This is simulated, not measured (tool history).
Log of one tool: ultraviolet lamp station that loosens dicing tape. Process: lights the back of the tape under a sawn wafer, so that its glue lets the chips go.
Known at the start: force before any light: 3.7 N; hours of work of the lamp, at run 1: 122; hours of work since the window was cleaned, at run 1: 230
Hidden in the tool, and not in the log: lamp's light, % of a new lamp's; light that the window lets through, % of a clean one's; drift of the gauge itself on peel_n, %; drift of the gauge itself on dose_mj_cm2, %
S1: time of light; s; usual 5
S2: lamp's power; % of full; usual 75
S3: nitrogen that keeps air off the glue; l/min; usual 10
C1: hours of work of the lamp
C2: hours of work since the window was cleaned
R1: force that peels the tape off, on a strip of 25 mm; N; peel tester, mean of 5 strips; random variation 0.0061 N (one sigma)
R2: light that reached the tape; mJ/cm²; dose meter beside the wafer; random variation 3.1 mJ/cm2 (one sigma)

| run | hour | S1 | S2 | S3 | C1 | C2 | R1 | R2 |
|---|---|---|---|---|---|---|---|---|
| 1 | 0.0 | 5 | 75 | 10 | 122 | 230 | 0.219 | 402 |
| 2 | 51.3 | 5 | 75 | 9 | 163 | 270 | 0.232 | 385 |
| 3 | 105.0 | 5 | 75 | 9 | 205 | 313 | 0.266 | 368 |
|  | 156.2 | window cleaned of glue's vapour |
| 4 | 178.1 | 6 | 75 | 10 | 262 | 17 | 0.156 | 486 |
| 5 | 226.2 | 5 | 75 | 10 | 300 | 55 | 0.217 | 380 |
| 6 | 299.8 | 5 | 75 | 10 | 358 | 113 | 0.257 | 367 |
| 7 | 360.3 | 5 | 75 | 10 | 406 | 161 | 0.265 | 352 |
| 8 | 398.0 | 5 | 75 | 10 | 436 | 191 | 0.292 | 334 |
| 9 | 473.6 | 5 | 71 | 10 | 496 | 250 | 0.360 | 305 |
| 10 | 531.6 | 5 | 75 | 12 | 541 | 296 | 0.315 | 305 |
| 11 | 592.7 | 5 | 75 | 12 | 590 | 345 | 0.345 | 287 |
|  | 605.3 | window cleaned of glue's vapour |
| 12 | 638.9 | 5 | 75 | 7 | 626 | 27 | 0.359 | 324 |
|  | 650.4 | lamp changed |
| 13 | 700.7 | 5 | 75 | 7 | 40 | 75 | 0.217 | 430 |
| 14 | 765.2 | 5 | 75 | 10 | 91 | 125 | 0.193 | 413 |
| 15 | 835.4 | 5 | 75 | 10 | 146 | 181 | 0.218 | 387 |
| 16 | 879.1 | 5 | 75 | 10 | 181 | 215 | 0.241 | 377 |
| 17 | 926.4 | 3 | 75 | 10 | 218 | 253 | 0.608 | 216 |
| 18 | 971.5 | 3 | 75 | 10 | 253 | 288 | 0.638 | 210 |
| 19 | 1024.7 | 5 | 75 | 10 | 295 | 330 | 0.295 | 339 |
|  | 1052.7 | window cleaned of glue's vapour |
| 20 | 1073.2 | 5 | 75 | 10 | 333 | 16 | 0.237 | 379 |
| 21 | 1124.0 | 5 | 75 | 10 | 373 | 56 | 0.256 | 362 |
| 22 | 1164.7 | 5 | 87 | 13 | 406 | 88 | 0.186 | 409 |
| 23 | 1230.5 | 5 | 71 | 13 | 458 | 140 | 0.290 | 315 |
| 24 | 1269.5 | 2 | 86 | 4 | 488 | 171 | 1.480 | 149 |
| 25 | 1336.4 | 2 | 69 | 4 | 541 | 224 | 1.847 | 114 |
| 26 | 1403.2 | 2 | 69 | 4 | 594 | 277 | 1.891 | 107 |
| 27 | 1440.4 | 2 | 65 | 4 | 623 | 306 | 2.013 | 97 |
|  | 1459.3 | lamp changed |
|  | 1501.8 | window cleaned of glue's vapour |
| 28 | 1522.6 | 7 | 70 | 7 | 50 | 16 | 0.151 | 580 |
| 29 | 1566.9 | 7 | 70 | 7 | 85 | 51 | 0.162 | 569 |
| 30 | 1602.9 | 7 | 70 | 7 | 113 | 80 | 0.155 | 558 |
| 31 | 1666.1 | 4 | 95 | 10 | 163 | 130 | 0.208 | 411 |
| 32 | 1701.9 | 9 | 77 | 15 | 191 | 158 | 0.112 | 726 |
| 33 | 1738.0 | 5 | 65 | 14 | 220 | 186 | 0.245 | 332 |
| 34 | 1809.8 | 9 | 75 | 17 | 276 | 243 | 0.128 | 651 |
| 35 | 1878.3 | 4 | 86 | 19 | 330 | 297 | 0.253 | 315 |
| 36 | 1929.1 | 6 | 75 | 10 | 370 | 337 | 0.227 | 397 |
|  | 1954.0 | window cleaned of glue's vapour |
| 37 | 1980.0 | 5 | 75 | 20 | 410 | 21 | 0.188 | 363 |
| 38 | 2039.8 | 5 | 75 | 20 | 457 | 68 | 0.197 | 346 |
| 39 | 2076.5 | 5 | 66 | 4 | 486 | 97 | 0.589 | 298 |
| 40 | 2144.3 | 4 | 66 | 8 | 540 | 150 | 0.625 | 228 |
| 41 | 2185.6 | 5 | 82 | 4 | 572 | 183 | 0.479 | 346 |
| 42 | 2233.0 | 5 | 82 | 4 | 610 | 220 | 0.518 | 327 |

How the hidden state differs across the entries between the runs, from the last listed run before each to the first after it:
Between runs 3 and 4: window cleaned of glue's vapour (hour 156.2)
  lamp's light, % of a new lamp's: 90.3 -> 87.5; light that the window lets through, % of a clean one's: 88.1 -> 99
  measured less the result without the state, R1: +0.080 -> +0.022 N; R2: -95 -> -75 mJ/cm²
Between runs 11 and 12: window cleaned of glue's vapour (hour 605.3)
  lamp's light, % of a new lamp's: 72.6 -> 70.9; light that the window lets through, % of a clean one's: 86.1 -> 98.7
  measured less the result without the state, R1: +0.187 -> +0.171 N; R2: -174 -> -139 mJ/cm²
Between runs 12 and 13: lamp changed (hour 650.4)
  lamp's light, % of a new lamp's: 70.9 -> 95.7; light that the window lets through, % of a clean one's: 98.7 -> 96.7
  measured less the result without the state, R1: +0.171 -> +0.026 N; R2: -139 -> -35 mJ/cm²
Between runs 19 and 20: window cleaned of glue's vapour (hour 1052.7)
  lamp's light, % of a new lamp's: 83.9 -> 81.9; light that the window lets through, % of a clean one's: 86.4 -> 99.3
  measured less the result without the state, R1: +0.117 -> +0.065 N; R2: -128 -> -86 mJ/cm²
Between runs 27 and 28: lamp changed (hour 1459.3); window cleaned of glue's vapour (hour 1501.8)
  lamp's light, % of a new lamp's: 68.1 -> 96.8; light that the window lets through, % of a clean one's: 88.1 -> 99.2
  measured less the result without the state, R1: +0.664 -> +0.006 N; R2: -63 -> -24 mJ/cm²
Between runs 36 and 37: window cleaned of glue's vapour (hour 1954.0)
  lamp's light, % of a new lamp's: 82.3 -> 80.4; light that the window lets through, % of a clean one's: 86.8 -> 98.3
  measured less the result without the state, R1: +0.077 -> +0.046 N; R2: -159 -> -97 mJ/cm²
